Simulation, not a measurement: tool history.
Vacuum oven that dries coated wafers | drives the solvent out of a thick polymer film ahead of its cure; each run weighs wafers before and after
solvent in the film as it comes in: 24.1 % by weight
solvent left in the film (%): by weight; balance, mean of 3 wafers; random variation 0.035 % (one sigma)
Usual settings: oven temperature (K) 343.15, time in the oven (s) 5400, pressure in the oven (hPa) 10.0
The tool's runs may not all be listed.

Run 1, hour 0.0: usual settings. Result: solvent left in the film (%) 1.39.
Run 2, hour 93.6: usual settings but time in the oven (s) 8820. Result: solvent left in the film (%) 0.49.
Run 3, hour 191.2: usual settings but time in the oven (s) 3480. Result: solvent left in the film (%) 3.38.
Run 4, hour 278.7: usual settings. Result: solvent left in the film (%) 1.42.
Run 5, hour 360.4: usual settings. Result: solvent left in the film (%) 1.36.
Run 6, hour 422.7: usual settings. Result: solvent left in the film (%) 1.34.
Run 7, hour 470.6: usual settings. Result: solvent left in the film (%) 1.38.
Run 8, hour 520.7: usual settings. Result: solvent left in the film (%) 1.34.
Run 9, hour 611.9: usual settings. Result: solvent left in the film (%) 1.30.
Run 10, hour 698.1: usual settings. Result: solvent left in the film (%) 1.30.
Run 11, hour 788.8: usual settings but oven temperature (K) 334.15, time in the oven (s) 5040, pressure in the oven (hPa) 20.1. Result: solvent left in the film (%) 4.13.
Run 12, hour 869.7: usual settings but oven temperature (K) 332.15, time in the oven (s) 9600, pressure in the oven (hPa) 14.3. Result: solvent left in the film (%) 1.52.
Run 13, hour 931.8: usual settings but oven temperature (K) 332.15, time in the oven (s) 9600, pressure in the oven (hPa) 14.3. Result: solvent left in the film (%) 1.53.
Run 14, hour 1025.7: usual settings but oven temperature (K) 332.15, time in the oven (s) 9600, pressure in the oven (hPa) 14.3. Result: solvent left in the film (%) 1.45.
At hour 1080.3: oven's thermocouples calibrated.
Run 15, hour 1089.1: usual settings but oven temperature (K) 345.15, time in the oven (s) 5760, pressure in the oven (hPa) 6.3. Result: solvent left in the film (%) 1.47.
Run 16, hour 1160.9: usual settings but oven temperature (K) 334.15, time in the oven (s) 2700. Result: solvent left in the film (%) 9.60.
Run 17, hour 1261.1: usual settings but oven temperature (K) 339.15. Result: solvent left in the film (%) 3.17.
Run 18, hour 1357.5: usual settings but oven temperature (K) 344.15, pressure in the oven (hPa) 21.9. Result: solvent left in the film (%) 2.19.
Run 19, hour 1432.9: usual settings but time in the oven (s) 2880, pressure in the oven (hPa) 5.3. Result: solvent left in the film (%) 5.60.

4 ways to go on from here, each from the tool as it stands after run 19. What would each give?
Run A, hour 1477.4: usual settings but time in the oven (s) 4080, pressure in the oven (hPa) 14.1. Result: solvent left in the film (%) ?.
Run B, hour 1477.4: usual settings but oven temperature (K) 337.15, time in the oven (s) 2940, pressure in the oven (hPa) 5.3. Result: solvent left in the film (%) ?.
Run C, hour 1477.4: usual settings but oven temperature (K) 335.15, time in the oven (s) 2700, pressure in the oven (hPa) 5.3. Result: solvent left in the film (%) ?.
Run D, hour 1477.4: usual settings but oven temperature (K) 331.15, time in the oven (s) 4560, pressure in the oven (hPa) 34.4. Result: solvent left in the film (%) ?.

run  solvent left in the film (%)
  A                          3.51
  B                          7.68
  C                          9.00
  D                          7.74
Without the tool's hidden state the same runs would have given:
run  solvent left in the film (%)
  A                          3.50
  B                          7.67
  C                          9.00
  D                          7.72
